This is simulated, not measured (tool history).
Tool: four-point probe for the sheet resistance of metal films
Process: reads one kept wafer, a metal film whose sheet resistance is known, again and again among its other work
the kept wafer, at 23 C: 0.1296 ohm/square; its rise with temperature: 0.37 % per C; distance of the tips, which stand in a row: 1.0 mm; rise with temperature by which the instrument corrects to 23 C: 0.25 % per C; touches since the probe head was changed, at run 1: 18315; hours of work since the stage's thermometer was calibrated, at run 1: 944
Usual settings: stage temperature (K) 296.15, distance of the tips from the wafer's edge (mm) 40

run	hour	stage temperature (K)	distance of the tips from the wafer's edge (mm)	touches since the probe head was changed	hours of work since the stage's thermometer was calibrated	sheet resistance as the instrument gives it (ohm/square)
1	0.0	296.15	40	18315	944	0.129467
2	25.1	296.15	40	19572	960	0.129461
3	50.2	296.15	40	20828	975	0.129468
4	61.3	296.15	44	21386	982	0.129402
5	84.4	296.15	44	22541	997	0.129434
6	102.0	296.15	44	23426	1008	0.129425
7	119.3	296.15	44	24288	1019	0.129374
8	131.2	296.15	40	24886	1026	0.129392
9	148.9	296.15	7	25774	1037	0.130790
10	163.1	296.15	7	26486	1046	0.130729
11	177.4	296.15	7	27200	1055	0.130830
12	190.3	296.15	7	27850	1063	0.130743
13	212.2	296.15	40	28944	1077	0.129432
14	223.4	296.15	40	29506	1084	0.129369
15	241.2	296.15	40	30397	1095	0.129382
16	256.6	296.15	40	31170	1104	0.129427
17	277.2	296.15	40	32200	1117	0.129386
18	290.8	305.15	10	32879	1126	0.131374
19	307.7	292.15	7	33730	1136	0.130098
20	323.4	299.15	4	34513	1146	0.134017
21	337.6	292.15	9	35226	1155	0.129516
# hour 340.0: stage's thermometer calibrated
22	355.8	292.15	9	36111	10	0.129650
23	377.0	292.15	26	37172	23	0.128845
24	389.7	292.15	26	37808	31	0.128848
25	405.0	291.15	70	38576	41	0.128641
26	423.6	291.15	70	39510	52	0.128557
27	444.8	298.15	12	40568	65	0.130139
28	469.5	298.15	12	41808	81	0.130124
# hour 483.0: stage's thermometer calibrated, once more
29	494.0	298.15	12	43011	7	0.129847
30	509.0	298.15	12	43761	16	0.129835
31	527.8	306.15	38	44702	28	0.130583
32	552.8	306.15	38	45957	44	0.130555
33	572.0	294.15	44	46919	56	0.128738

Hidden state or all else? Some run-to-run changes of sheet resistance as the instrument gives it (ohm/square), split into what the settings, what came in and random variation would give without the hidden state, and what is left for the hidden state (with any gauge scatter that isn't in both results):
The hidden state here: inner tips' distance over the nominal, %; tips' flats over new ones', %; wafer's true temperature over the reading, C; drift of the gauge itself on sheet_ohm, %.
Run 17 -> 18: stage temperature (K) 296.15 -> 305.15, distance of the tips from the wafer's edge (mm) 40 -> 10. sheet resistance as the instrument gives it (ohm/square) +0.001988: hidden state -0.000016, all else +0.002004.
Run 19 -> 20: stage temperature (K) 292.15 -> 299.15, distance of the tips from the wafer's edge (mm) 7 -> 4. sheet resistance as the instrument gives it (ohm/square) +0.003919: hidden state -0.000021, all else +0.003940.
Run 20 -> 21: stage temperature (K) 299.15 -> 292.15, distance of the tips from the wafer's edge (mm) 4 -> 9. sheet resistance as the instrument gives it (ohm/square) -0.004501: hidden state +0.000010, all else -0.004511.
Run 21 -> 22: stage's thermometer calibrated. sheet resistance as the instrument gives it (ohm/square) +0.000134: hidden state +0.000077, all else +0.000057.
Run 28 -> 29: stage's thermometer calibrated, once more. sheet resistance as the instrument gives it (ohm/square) -0.000277: hidden state -0.000278, all else +0.000001.
